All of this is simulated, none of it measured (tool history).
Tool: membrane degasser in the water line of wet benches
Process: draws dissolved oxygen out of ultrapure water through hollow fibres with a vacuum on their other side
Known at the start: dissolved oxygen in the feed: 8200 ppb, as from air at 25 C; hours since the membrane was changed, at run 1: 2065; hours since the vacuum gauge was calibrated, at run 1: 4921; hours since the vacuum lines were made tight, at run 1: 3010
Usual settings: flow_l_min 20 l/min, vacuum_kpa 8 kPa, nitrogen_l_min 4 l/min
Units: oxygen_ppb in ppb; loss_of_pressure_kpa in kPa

| run | hour | flow_l_min | vacuum_kpa | nitrogen_l_min | hours since the membrane was changed | hours since the vacuum gauge was calibrated | hours since the vacuum lines were made tight | oxygen_ppb | loss_of_pressure_kpa |
|---|---|---|---|---|---|---|---|---|---|
| 1 | 0 | 20 | 8 | 4 | 2065 | 4921 | 3010 | 99.4 | 34.53 |
| 2 | 74.7 | 25 | 8 | 4 | 2139 | 4996 | 3084 | 154.4 | 43.65 |
| 3 | 125.7 | 20 | 8 | 3.14 | 2190 | 5047 | 3135 | 116.4 | 34.24 |
| 4 | 166.1 | 20 | 8 | 3.14 | 2231 | 5087 | 3176 | 120.4 | 34.7 |
| 5 | 198.8 | 20 | 8 | 3.14 | 2263 | 5120 | 3208 | 117.8 | 34.54 |
| 6 | 241.6 | 20 | 8 | 3.14 | 2306 | 5163 | 3251 | 116.8 | 34.56 |
| 7 | 281.7 | 20 | 19.28 | 4 | 2346 | 5203 | 3291 | 238.5 | 34.61 |
| 8 | 343.9 | 20 | 19.28 | 2.48 | 2409 | 5265 | 3353 | 341.5 | 34.91 |

Forecast run 9:
| 9 | 379.7 | 20 | 19.28 | 2.48 | 2444 | 5301 | 3389 | ? | ? |

{"run 9": {"oxygen_ppb": 348.2, "loss_of_pressure_kpa": 34.47}}
Without the tool's hidden state the same run would have given oxygen_ppb 333.9 ppb, loss_of_pressure_kpa 33.63 kPa.
